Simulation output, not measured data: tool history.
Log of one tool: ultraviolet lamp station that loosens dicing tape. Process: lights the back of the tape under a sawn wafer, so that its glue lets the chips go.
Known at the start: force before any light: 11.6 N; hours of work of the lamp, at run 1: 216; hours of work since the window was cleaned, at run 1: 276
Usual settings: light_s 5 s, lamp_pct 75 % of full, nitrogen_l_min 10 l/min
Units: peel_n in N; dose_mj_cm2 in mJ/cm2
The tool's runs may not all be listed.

| run | hour | light_s | lamp_pct | nitrogen_l_min | hours of work of the lamp | hours of work since the window was cleaned | peel_n | dose_mj_cm2 |
|---|---|---|---|---|---|---|---|---|
| 1 | 0 | 5 | 75 | 10 | 216 | 276 | 1.093 | 425 |
| 2 | 44.3 | 5 | 75 | 10 | 242 | 302 | 1.076 | 424 |
| 3 | 83.9 | 5 | 75 | 10 | 265 | 325 | 1.157 | 416 |
| 4 | 124.5 | 5 | 75 | 10 | 289 | 348 | 1.132 | 417 |
| 5 | 160.6 | 5 | 70 | 10 | 309 | 369 | 1.344 | 384 |
| 6 | 197.9 | 5 | 70 | 10 | 331 | 391 | 1.368 | 386 |
| 7 | 239.3 | 5 | 75 | 10 | 355 | 415 | 1.213 | 404 |
| 8 | 266.9 | 5 | 75 | 10 | 371 | 431 | 1.207 | 404 |
| 9 | 288.6 | 5 | 75 | 10 | 384 | 443 | 1.263 | 402 |
| 10 | 323.1 | 5 | 75 | 10 | 404 | 463 | 1.244 | 397 |
| 11 | 350.4 | 5 | 75 | 10 | 420 | 479 | 1.287 | 401 |
| 12 | 379.3 | 5 | 75 | 17 | 436 | 496 | 1.13 | 394 |
| 13 | 398.1 | 5 | 75 | 17 | 447 | 507 | 1.112 | 397 |
| 14 | 440 | 5 | 75 | 17 | 472 | 531 | 1.093 | 388 |
| 15 | 464.1 | 5 | 75 | 17 | 485 | 545 | 1.106 | 386 |
| 16 | 486 | 3 | 75 | 10 | 498 | 558 | 3.051 | 233 |
|  | 493 | window cleaned of glue's vapour |
| 17 | 530.5 | 5 | 75 | 10 | 524 | 22 | 1.54 | 366 |
| 18 | 568.7 | 5 | 92 | 10 | 546 | 44 | 0.988 | 442 |
|  | 609.6 | window cleaned of glue's vapour, once more |
| 19 | 609.6 | 3 | 75 | 10 | 569 | 0 | 2.743 | 251 |
| 20 | 631.3 | 5 | 86 | 10 | 582 | 13 | 0.846 | 483 |
| 21 | 663.3 | 9 | 75 | 10 | 600 | 31 | 0.327 | 756 |
| 22 | 708.2 | 9 | 75 | 10 | 626 | 57 | 0.32 | 746 |
| 23 | 740.6 | 5 | 92 | 17 | 645 | 76 | 0.627 | 503 |
| 24 | 762.3 | 5 | 71 | 4 | 658 | 89 | 1.919 | 387 |
| 25 | 792 | 5 | 89 | 5 | 675 | 106 | 1.143 | 482 |
| 26 | 829.6 | 9 | 72 | 5 | 697 | 128 | 0.508 | 698 |
| 27 | 860.4 | 9 | 72 | 5 | 715 | 145 | 0.517 | 688 |
| 28 | 888.5 | 5 | 75 | 19 | 731 | 162 | 1.026 | 399 |
| 29 | 908 | 5 | 63 | 3 | 742 | 173 | 2.756 | 335 |
| 30 | 928.1 | 2 | 99 | 5 | 754 | 185 | 4.206 | 207 |
| 31 | 947.2 | 7 | 98 | 5 | 765 | 196 | 0.486 | 721 |
| 32 | 984.8 | 5 | 94 | 5 | 787 | 218 | 1.128 | 493 |
| 33 | 1021.7 | 5 | 94 | 5 | 808 | 239 | 1.119 | 491 |
| 34 | 1063.3 | 5 | 64 | 11 | 832 | 263 | 1.754 | 324 |
| 35 | 1091.7 | 5 | 64 | 11 | 849 | 280 | 1.737 | 329 |
| 36 | 1115.3 | 4 | 88 | 11 | 862 | 293 | 1.482 | 355 |
| 37 | 1145 | 2 | 90 | 3 | 880 | 310 | 5.093 | 185 |
| 38 | 1189.4 | 5 | 75 | 4 | 905 | 336 | 2.019 | 379 |
| 39 | 1211.6 | 8 | 75 | 4 | 918 | 349 | 0.788 | 599 |
| 40 | 1233.7 | 8 | 75 | 4 | 931 | 362 | 0.818 | 604 |
| 41 | 1267.4 | 6 | 68 | 4 | 951 | 381 | 1.817 | 403 |
| 42 | 1288.5 | 7 | 76 | 4 | 963 | 394 | 1.122 | 520 |
| 43 | 1315.5 | 7 | 67 | 4 | 979 | 409 | 1.396 | 462 |

Forecast each of these 3 alternatives for the next run:
| A | 1342.6 | 7 | 67 | 10 | 994 | 425 | ? | ? |
| B | 1342.6 | 7 | 67 | 14 | 994 | 425 | ? | ? |
| C | 1342.6 | 4 | 80 | 4 | 994 | 425 | ? | ? |

| run | peel_n | dose_mj_cm2 |
|---|---|---|
| A | 0.938 | 457 |
| B | 0.846 | 453 |
| C | 2.684 | 311 |
Without the tool's hidden state the same runs would have given:
| run | peel_n | dose_mj_cm2 |
|---|---|---|
| A | 0.547 | 585 |
| B | 0.496 | 580 |
| C | 1.824 | 398 |
